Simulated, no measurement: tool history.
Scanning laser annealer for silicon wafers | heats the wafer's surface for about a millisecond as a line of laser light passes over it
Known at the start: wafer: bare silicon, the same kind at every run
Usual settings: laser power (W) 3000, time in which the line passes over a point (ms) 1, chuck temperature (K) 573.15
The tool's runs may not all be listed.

| run | hour | laser power (W) | time in which the line passes over a point (ms) | chuck temperature (K) | highest temperature of the surface (K) |
|---|---|---|---|---|---|
| 1 | 0 | 3000 | 1 | 573.15 | 1297.15 |
| 2 | 13.1 | 3000 | 1 | 573.15 | 1299.15 |
| 3 | 29.4 | 3000 | 1 | 573.15 | 1298.15 |
| 4 | 41.2 | 3000 | 1 | 573.15 | 1299.15 |
| 5 | 51.6 | 3000 | 1 | 573.15 | 1297.15 |
| 6 | 70.2 | 3000 | 1 | 573.15 | 1295.15 |
| 7 | 80.5 | 3000 | 1 | 573.15 | 1293.15 |
| 8 | 90.6 | 3000 | 0.82 | 573.15 | 1234.15 |
| 9 | 101.9 | 3000 | 0.82 | 573.15 | 1237.15 |
| 10 | 120.7 | 3000 | 0.82 | 573.15 | 1233.15 |
|  | 128.8 | window over the wafer cleaned |
| 11 | 131.7 | 2773 | 1 | 573.15 | 1248.15 |
| 12 | 141.3 | 2773 | 1 | 573.15 | 1246.15 |
| 13 | 153 | 3000 | 0.97 | 573.15 | 1312.15 |
| 14 | 170.9 | 3000 | 1 | 581.15 | 1329.15 |
| 15 | 186.6 | 2690 | 1 | 573.15 | 1221.15 |
| 16 | 195.7 | 2890 | 1 | 573.15 | 1283.15 |
| 17 | 208 | 2970 | 1 | 573.15 | 1313.15 |
| 18 | 224.8 | 2970 | 1 | 573.15 | 1309.15 |
| 19 | 242.7 | 3199 | 0.82 | 583.15 | 1325.15 |
|  | 255.5 | optics aligned, line set to its width |
| 20 | 259.5 | 2680 | 1 | 573.15 | 1236.15 |
| 21 | 277.4 | 2615 | 1 | 600.15 | 1242.15 |
| 22 | 296.3 | 2866 | 0.76 | 600.15 | 1241.15 |
| 23 | 306 | 2794 | 1.16 | 573.15 | 1323.15 |
| 24 | 317.7 | 3276 | 1 | 574.15 | 1439.15 |
| 25 | 332.1 | 2836 | 0.98 | 555.15 | 1265.15 |
| 26 | 340.4 | 2836 | 0.98 | 555.15 | 1261.15 |
| 27 | 357.9 | 3041 | 0.98 | 587.15 | 1362.15 |
| 28 | 376.3 | 3041 | 0.94 | 587.15 | 1348.15 |
| 29 | 391.5 | 2740 | 0.88 | 598.15 | 1241.15 |
| 30 | 402.6 | 2608 | 0.98 | 573.15 | 1204.15 |
| 31 | 414.3 | 3272 | 0.98 | 583.15 | 1433.15 |
| 32 | 431.2 | 2763 | 0.79 | 587.15 | 1205.15 |
| 33 | 449.7 | 3034 | 1 | 537.15 | 1311.15 |
| 34 | 460.3 | 2824 | 1 | 547.15 | 1249.15 |
| 35 | 474.9 | 2824 | 1 | 547.15 | 1250.15 |

Forecast each of these 4 alternatives for the next run:
| A | 491.1 | 3137 | 1 | 549.15 | ? |
| B | 491.1 | 3134 | 1 | 547.15 | ? |
| C | 491.1 | 3000 | 1 | 601.15 | ? |
| D | 491.1 | 2824 | 0.8 | 587.15 | ? |

| run | highest temperature of the surface (K) |
|---|---|
| A | 1354.15 |
| B | 1356.15 |
| C | 1361.15 |
| D | 1224.15 |
Without the tool's hidden state the same runs would have given:
| run | highest temperature of the surface (K) |
|---|---|
| A | 1374.15 |
| B | 1376.15 |
| C | 1379.15 |
| D | 1240.15 |
